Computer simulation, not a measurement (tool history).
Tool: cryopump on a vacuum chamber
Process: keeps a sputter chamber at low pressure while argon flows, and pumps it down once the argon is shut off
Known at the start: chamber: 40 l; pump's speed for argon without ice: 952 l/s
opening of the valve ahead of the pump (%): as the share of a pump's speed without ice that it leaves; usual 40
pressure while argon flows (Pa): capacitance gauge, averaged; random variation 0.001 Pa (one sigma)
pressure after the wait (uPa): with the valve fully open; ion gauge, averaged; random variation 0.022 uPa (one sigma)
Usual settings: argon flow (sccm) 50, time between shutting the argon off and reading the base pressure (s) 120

| run | hour | argon flow (sccm) | time between shutting the argon off and reading the base pressure (s) | opening of the valve ahead of the pump (%) | pressure while argon flows (Pa) | pressure after the wait (uPa) |
|---|---|---|---|---|---|---|
| 1 | 0 | 50 | 120 | 40 | 0.2244 | 4.42 |
| 2 | 34.8 | 50 | 120 | 19 | 0.4734 | 4.28 |
| 3 | 55.8 | 50 | 120 | 19 | 0.4688 | 4.34 |
| 4 | 87.1 | 50 | 120 | 19 | 0.4712 | 4.29 |
| 5 | 106.8 | 50 | 120 | 19 | 0.4719 | 4.36 |
| 6 | 123 | 50 | 45 | 40 | 0.2267 | 4.95 |
| 7 | 140.4 | 50 | 120 | 40 | 0.2245 | 4.57 |
| 8 | 161 | 50 | 120 | 40 | 0.226 | 4.53 |
| 9 | 181.7 | 50 | 120 | 40 | 0.2256 | 4.55 |
| 10 | 214 | 41 | 120 | 40 | 0.1867 | 4.65 |
| 11 | 239.7 | 48 | 120 | 40 | 0.2166 | 4.77 |
| 12 | 267.7 | 48 | 120 | 40 | 0.2183 | 4.68 |
| 13 | 284.3 | 48 | 120 | 40 | 0.2183 | 4.62 |
| 14 | 309.2 | 48 | 120 | 40 | 0.2188 | 4.78 |
| 15 | 328.6 | 48 | 120 | 40 | 0.219 | 4.82 |
| 16 | 358.3 | 48 | 120 | 40 | 0.2206 | 4.79 |
| 17 | 395.8 | 50 | 120 | 40 | 0.2269 | 0.74 |
| 18 | 420.4 | 50 | 120 | 40 | 0.2294 | 0.79 |
| 19 | 448.4 | 61 | 287 | 28 | 0.3971 | 0.62 |
| 20 | 465.1 | 61 | 108 | 22 | 0.5 | 0.8 |
| 21 | 489.1 | 28 | 34 | 41 | 0.1271 | 1.62 |
| 22 | 509.3 | 28 | 34 | 41 | 0.1253 | 1.7 |
| 23 | 543.9 | 28 | 34 | 41 | 0.127 | 1.68 |
| 24 | 565.2 | 28 | 34 | 41 | 0.1256 | 1.68 |
| 25 | 598.1 | 28 | 34 | 41 | 0.1276 | 1.81 |
| 26 | 627.1 | 28 | 34 | 41 | 0.1267 | 1.74 |
| 27 | 653.8 | 28 | 34 | 41 | 0.1268 | 1.8 |
| 28 | 670.6 | 28 | 190 | 23 | 0.2227 | 0.92 |
| 29 | 689.7 | 99 | 89 | 38 | 0.4846 | 1.17 |
| 30 | 727.6 | 28 | 270 | 18 | 0.2839 | 0.9 |
| 31 | 750.4 | 28 | 270 | 18 | 0.2821 | 0.97 |
| 32 | 766.3 | 50 | 120 | 21 | 0.4343 | 1.18 |
| 33 | 790.6 | 50 | 119 | 23 | 0.3968 | 1.13 |
| 34 | 823.8 | 36 | 247 | 40 | 0.1702 | 1.05 |
| 35 | 842.6 | 50 | 25 | 50 | 0.1905 | 2.36 |

Taken out of this log: 1 entry between the listed runs. Where each belongs, and how the hidden state differs across it:
Between runs 16 and 17: leaking fittings of the chamber tightened, without venting (hour 377.7)
  pump's speed, % of a pump's without ice: 94 -> 93.6; cold plate's temperature, K: 12.66 -> 12.67; leak into the chamber, uPa l/s: 3955 -> 343
  measured less the result without the state, pressure while argon flows (Pa): +0.0067 -> +0.0074; pressure after the wait (uPa): +4.17 -> +0.08

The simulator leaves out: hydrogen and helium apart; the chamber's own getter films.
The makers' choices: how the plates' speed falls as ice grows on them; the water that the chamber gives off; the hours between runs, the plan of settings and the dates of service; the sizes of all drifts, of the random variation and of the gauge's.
